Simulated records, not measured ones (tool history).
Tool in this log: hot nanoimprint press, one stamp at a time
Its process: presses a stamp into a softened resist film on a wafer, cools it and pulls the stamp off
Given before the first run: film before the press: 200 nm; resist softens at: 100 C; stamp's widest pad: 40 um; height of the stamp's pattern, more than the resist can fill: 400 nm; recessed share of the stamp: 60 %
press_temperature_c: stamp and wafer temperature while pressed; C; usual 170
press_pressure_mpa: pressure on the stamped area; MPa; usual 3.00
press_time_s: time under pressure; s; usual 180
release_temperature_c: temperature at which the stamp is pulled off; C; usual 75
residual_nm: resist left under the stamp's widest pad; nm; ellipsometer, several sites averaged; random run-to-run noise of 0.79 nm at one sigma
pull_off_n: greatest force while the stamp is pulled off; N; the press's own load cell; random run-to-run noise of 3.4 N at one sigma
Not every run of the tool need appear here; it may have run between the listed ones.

run   hour  press_temperature_c  press_pressure_mpa  press_time_s  release_temperature_c  residual_nm  pull_off_n
  1    0.0                  170                3.00           180                     75        101.6         164
  2   37.7                  170                3.00           180                     75        102.5         161
  3   58.0                  170                3.00           180                     75        103.8         170
  4   98.8                  170                3.00           180                     75        101.6         167
  5  133.9                  170                3.00           180                     76        101.5         170
  6  165.5                  170                3.00           180                     75        101.2         161
  7  205.8                  170                3.00           180                     75        101.8         157
  8  228.9                  170                3.00           227                     75         92.9         163
  9  250.6                  170                3.00           329                     75         80.3         167
 10  289.2                  170                3.00           329                     75         80.3         165
 11  320.1                  170                3.00           329                     75         80.6         162
 12  342.5                  180                3.18           180                     69         65.2         175
 13  371.3                  173                2.62           180                     75         95.0         161
 14  394.5                  173                2.62           180                     75         94.3         163
 15  422.7                  173                2.62           180                     75         95.4         164
 16  448.9                  170                2.12           178                     67        115.8         173
 17  476.3                  170                2.12           178                     67        116.9         174
 18  495.6                  170                2.12           178                     67        118.7         178
 19  517.0                  170                2.12           178                     67        115.0         177

Removed from this log: 1 entry logged between the listed runs. Between which two listed runs does each belong, and how does the tool's hidden state at the listed run before it compare with that at the listed run after it?
After run 8, before run 9: plate thermocouple calibrated (hour 241.8)
  true temperature over the reading, C: -0.07 -> 0

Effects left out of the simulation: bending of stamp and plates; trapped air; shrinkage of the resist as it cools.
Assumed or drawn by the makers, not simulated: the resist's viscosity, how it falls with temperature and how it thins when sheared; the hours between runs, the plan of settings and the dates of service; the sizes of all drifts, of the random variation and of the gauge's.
